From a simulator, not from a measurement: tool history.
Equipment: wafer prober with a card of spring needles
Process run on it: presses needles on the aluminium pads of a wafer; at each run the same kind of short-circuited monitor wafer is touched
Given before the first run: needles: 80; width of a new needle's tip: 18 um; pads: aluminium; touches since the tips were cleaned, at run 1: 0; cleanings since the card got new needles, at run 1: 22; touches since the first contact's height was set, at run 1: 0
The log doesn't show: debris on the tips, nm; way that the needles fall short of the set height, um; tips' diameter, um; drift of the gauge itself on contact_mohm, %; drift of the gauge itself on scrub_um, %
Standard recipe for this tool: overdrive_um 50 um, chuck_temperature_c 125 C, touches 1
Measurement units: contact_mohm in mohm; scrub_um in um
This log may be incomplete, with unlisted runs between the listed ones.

run    hour  overdrive_um  chuck_temperature_c  touches  touches since the tips were cleaned  cleanings since the card got new needles  touches since the first contact's height was set  contact_mohm  scrub_um
  1     0.0            50                  125        1                                    0                                        22                                                 0           299      9.85
        7.9  -- tips cleaned on abrasive film
       17.8  -- tips cleaned on abrasive film
       27.7  -- tips cleaned on abrasive film
       37.6  -- tips cleaned on abrasive film
       47.5  -- tips cleaned on abrasive film
       57.3  -- tips cleaned on abrasive film
  2    63.7            32                  125        1                                 4553                                        28                                             45104           322      6.30
       65.8  -- tips cleaned on abrasive film
       75.7  -- tips cleaned on abrasive film
       83.6  -- tips cleaned on abrasive film
       93.5  -- tips cleaned on abrasive film
      103.4  -- tips cleaned on abrasive film
      103.7  -- height of the first contact set anew
      111.6  -- tips cleaned on abrasive film
      121.5  -- tips cleaned on abrasive film
  3   125.1            32                  125        1                                 2590                                        35                                             15174           321      6.32
      131.1  -- tips cleaned on abrasive film
      141.0  -- tips cleaned on abrasive film
      150.8  -- tips cleaned on abrasive film
  4   158.5            50                   60        1                                 5481                                        38                                             38832           284      9.89
      160.6  -- tips cleaned on abrasive film
      170.4  -- tips cleaned on abrasive film
      180.3  -- tips cleaned on abrasive film
      190.2  -- tips cleaned on abrasive film
      200.1  -- tips cleaned on abrasive film
      206.3  -- height of the first contact set anew
      210.3  -- tips cleaned on abrasive film
  5   211.0            50                  125        1                                  521                                        44                                              3317           309      9.90
      218.9  -- tips cleaned on abrasive film
      226.9  -- tips cleaned on abrasive film
      236.7  -- tips cleaned on abrasive film
      246.6  -- tips cleaned on abrasive film
      256.5  -- tips cleaned on abrasive film
  6   258.3            50                  125        1                                 1301                                        49                                             36778           301      9.89
      266.3  -- tips cleaned on abrasive film
      276.1  -- tips cleaned on abrasive film
      286.0  -- tips cleaned on abrasive film
      294.0  -- tips cleaned on abrasive film
      303.8  -- tips cleaned on abrasive film
  7   304.5            50                  125        2                                  480                                        54                                             69418           303      9.94
      308.7  -- height of the first contact set anew
      312.7  -- tips cleaned on abrasive film
      322.6  -- tips cleaned on abrasive film
      332.5  -- tips cleaned on abrasive film
      342.4  -- tips cleaned on abrasive film
      352.3  -- tips cleaned on abrasive film
  8   358.3            49                  125        1                                 4306                                        59                                             35068           306      9.77
      360.4  -- tips cleaned on abrasive film
      368.3  -- tips cleaned on abrasive film
      378.2  -- tips cleaned on abrasive film
      386.1  -- tips cleaned on abrasive film
      396.0  -- tips cleaned on abrasive film
  9   400.0            66                  125        1                                 2885                                        64                                             64518           300     13.16
      404.0  -- tips cleaned on abrasive film
      412.2  -- height of the first contact set anew
      414.2  -- tips cleaned on abrasive film
      424.1  -- tips cleaned on abrasive film
      432.0  -- tips cleaned on abrasive film
      441.9  -- tips cleaned on abrasive film
      451.8  -- tips cleaned on abrasive film
 10   453.6            66                  125        1                                 1276                                        70                                             29242           296     13.13
      461.5  -- tips cleaned on abrasive film
      471.4  -- tips cleaned on abrasive film
      479.3  -- tips cleaned on abrasive film
      489.2  -- tips cleaned on abrasive film
      499.1  -- tips cleaned on abrasive film
      509.0  -- tips cleaned on abrasive film
      515.1  -- height of the first contact set anew
      519.1  -- tips cleaned on abrasive film
 11   519.1            66                  125        1                                    0                                        77                                              2755           294     13.13
      529.0  -- tips cleaned on abrasive film
      538.9  -- tips cleaned on abrasive film
      548.8  -- tips cleaned on abrasive film
      556.7  -- tips cleaned on abrasive film
      566.6  -- tips cleaned on abrasive film
 12   567.2            66                  125        1                                  450                                        82                                             36764           298     13.18
      575.1  -- tips cleaned on abrasive film
      585.0  -- tips cleaned on abrasive film
      594.7  -- tips cleaned on abrasive film
 13   594.7            50                  125        1                                    0                                        85                                             56219           304     10.02
      604.6  -- tips cleaned on abrasive film
      614.5  -- tips cleaned on abrasive film
      618.7  -- height of the first contact set anew
      624.7  -- tips cleaned on abrasive film
      634.6  -- tips cleaned on abrasive film
      642.5  -- tips cleaned on abrasive film
      651.0  -- tips cleaned on abrasive film
 14   651.0            37                   85        1                                    0                                        91                                             22760           300      7.37
      658.9  -- tips cleaned on abrasive film
      668.8  -- tips cleaned on abrasive film
      678.7  -- tips cleaned on abrasive film
      688.5  -- tips cleaned on abrasive film
      698.4  -- tips cleaned on abrasive film
 15   700.1            47                   30        1                                 1169                                        96                                             57491           281      9.41
      708.0  -- tips cleaned on abrasive film
      717.9  -- tips cleaned on abrasive film
      722.1  -- height of the first contact set anew
      728.1  -- tips cleaned on abrasive film
      736.0  -- tips cleaned on abrasive film
      745.9  -- tips cleaned on abrasive film
      755.8  -- tips cleaned on abrasive film
 16   757.3            47                   30        1                                 1096                                       102                                             24868           274      9.46
      765.2  -- tips cleaned on abrasive film
      775.1  -- tips cleaned on abrasive film
      785.0  -- tips cleaned on abrasive film
      794.9  -- tips cleaned on abrasive film
 17   800.1            50                   71        1                                 3758                                       106                                             55194           286     10.04
      804.1  -- tips cleaned on abrasive film
      814.0  -- tips cleaned on abrasive film
      822.0  -- tips cleaned on abrasive film
      824.2  -- height of the first contact set anew
      832.1  -- tips cleaned on abrasive film
      842.0  -- tips cleaned on abrasive film
      851.9  -- tips cleaned on abrasive film
 18   856.7            50                  103        1                                 3409                                       112                                             22986           297     10.05
      860.7  -- tips cleaned on abrasive film
      870.6  -- tips cleaned on abrasive film
      880.5  -- tips cleaned on abrasive film
      890.3  -- tips cleaned on abrasive film
      898.3  -- tips cleaned on abrasive film
      908.2  -- tips cleaned on abrasive film
      918.0  -- tips cleaned on abrasive film
 19   918.8            50                  103        1                                  557                                       119                                             66891           295     10.04
      926.7  -- tips cleaned on abrasive film
      927.0  -- height of the first contact set anew
      936.9  -- tips cleaned on abrasive film
      946.8  -- tips cleaned on abrasive film
      952.7  -- gauge calibrated
      956.7  -- tips cleaned on abrasive film
      966.6  -- tips cleaned on abrasive film
 20   969.8            34                  125        3                                 2266                                       124                                             30232           315      6.72
      975.7  -- tips cleaned on abrasive film
      985.6  -- tips cleaned on abrasive film
      995.5  -- tips cleaned on abrasive film
 21   998.3            61                   45        3                                 2027                                       127                                             50437           274     12.02
     1004.3  -- tips cleaned on abrasive film
     1012.2  -- tips cleaned on abrasive film
     1022.1  -- tips cleaned on abrasive film
     1030.2  -- height of the first contact set anew
     1032.3  -- tips cleaned on abrasive film
     1042.2  -- tips cleaned on abrasive film
     1052.1  -- tips cleaned on abrasive film
 22  1054.9            61                   45        3                                 2020                                       133                                             17402           276     12.08
     1060.9  -- tips cleaned on abrasive film
     1070.8  -- tips cleaned on abrasive film
     1080.6  -- tips cleaned on abrasive film
     1090.5  -- tips cleaned on abrasive film
 23  1090.6            61                   45        3                                   66                                       137                                             42638           273     12.07
     1098.5  -- tips cleaned on abrasive film
     1108.4  -- tips cleaned on abrasive film
     1118.3  -- tips cleaned on abrasive film
     1128.2  -- tips cleaned on abrasive film
     1132.4  -- height of the first contact set anew
     1138.4  -- tips cleaned on abrasive film
     1148.3  -- tips cleaned on abrasive film
 24  1152.3            61                   45        3                                 2876                                       143                                             14062           272     12.08

For some of the steps in scrub_um from one run to the next: how much would appear even if the tool had no hidden state, given the settings, what came in and random variation, and how much remains for the hidden state plus any gauge scatter that the measured result and the result without hidden state don't share?
Run 3 -> 4: overdrive_um 32 -> 50, chuck_temperature_c 125 -> 60, tips cleaned on abrasive film, tips cleaned on abrasive film, tips cleaned on abrasive film. scrub_um +3.57 um: hidden state +0.02, all else +3.55.
Run 8 -> 9: overdrive_um 49 -> 66, tips cleaned on abrasive film, tips cleaned on abrasive film, tips cleaned on abrasive film, tips cleaned on abrasive film, tips cleaned on abrasive film. scrub_um +3.39 um: hidden state +0.05, all else +3.34.
Run 19 -> 20: overdrive_um 50 -> 34, chuck_temperature_c 103 -> 125, touches 1 -> 3, tips cleaned on abrasive film, height of the first contact set anew, tips cleaned on abrasive film, tips cleaned on abrasive film, gauge calibrated, tips cleaned on abrasive film, tips cleaned on abrasive film. scrub_um -3.32 um: hidden state -0.22, all else -3.10.
Run 20 -> 21: overdrive_um 34 -> 61, chuck_temperature_c 125 -> 45, tips cleaned on abrasive film, tips cleaned on abrasive film, tips cleaned on abrasive film. scrub_um +5.30 um: hidden state +0.01, all else +5.29.
